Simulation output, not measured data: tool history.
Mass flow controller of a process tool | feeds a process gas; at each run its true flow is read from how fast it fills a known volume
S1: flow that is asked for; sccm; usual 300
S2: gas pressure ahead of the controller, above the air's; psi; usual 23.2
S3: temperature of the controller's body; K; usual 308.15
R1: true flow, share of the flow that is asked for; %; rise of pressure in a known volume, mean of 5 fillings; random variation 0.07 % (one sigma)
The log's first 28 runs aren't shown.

Run 29, hour 5783.6: usual settings but S1 867 sccm, S2 27.3 psi, S3 304.15 K. Result: R1 99.92 %.
Run 30, hour 6041.8: usual settings but S1 271 sccm, S2 26.0 psi, S3 302.15 K. Result: R1 99.04 %.
Run 31, hour 6266.7: usual settings but S1 271 sccm, S2 26.0 psi, S3 302.15 K. Result: R1 99.08 %.
Run 32, hour 6395.4: usual settings but S1 271 sccm, S2 26.0 psi, S3 302.15 K. Result: R1 98.99 %.
Run 33, hour 6522.4: usual settings but S1 271 sccm, S2 26.0 psi, S3 300.15 K. Result: R1 99.25 %.
Run 34, hour 6735.6: usual settings but S1 271 sccm, S2 26.0 psi, S3 299.15 K. Result: R1 99.34 %.
Run 35, hour 6967.0: usual settings but S1 271 sccm, S2 26.0 psi, S3 299.15 K. Result: R1 99.40 %.
Run 36, hour 7110.9: usual settings but S2 32.8 psi. Result: R1 98.59 %.
Run 37, hour 7336.7: usual settings but S2 32.8 psi. Result: R1 98.49 %.
Run 38, hour 7518.3: usual settings but S2 32.8 psi. Result: R1 98.51 %.
Run 39, hour 7789.1: usual settings but S1 153 sccm, S3 307.15 K. Result: R1 98.09 %.
Run 40, hour 7978.0: usual settings but S1 153 sccm, S3 307.15 K. Result: R1 98.00 %.
Run 41, hour 8269.3: usual settings but S1 153 sccm, S3 307.15 K. Result: R1 97.87 %.
Run 42, hour 8433.1: usual settings but S1 570 sccm, S3 311.15 K. Result: R1 99.38 %.

Forecast each of these 4 alternatives for the next run:
Run A, hour 8643.1: usual settings but S1 195 sccm, S2 20.7 psi, S3 297.15 K. Result: R1 ?.
Run B, hour 8643.1: usual settings but S2 20.5 psi, S3 298.15 K. Result: R1 ?.
Run C, hour 8643.1: usual settings but S1 570 sccm, S2 21.3 psi, S3 311.15 K. Result: R1 ?.
Run D, hour 8643.1: usual settings but S1 213 sccm, S2 24.1 psi, S3 295.15 K. Result: R1 ?.

run     R1
  A  99.19
  B  99.79
  C  99.63
  D  99.30
Without the tool's hidden state the same runs would have given:
run     R1
  A  99.47
  B  99.54
  C  98.90
  D  99.45

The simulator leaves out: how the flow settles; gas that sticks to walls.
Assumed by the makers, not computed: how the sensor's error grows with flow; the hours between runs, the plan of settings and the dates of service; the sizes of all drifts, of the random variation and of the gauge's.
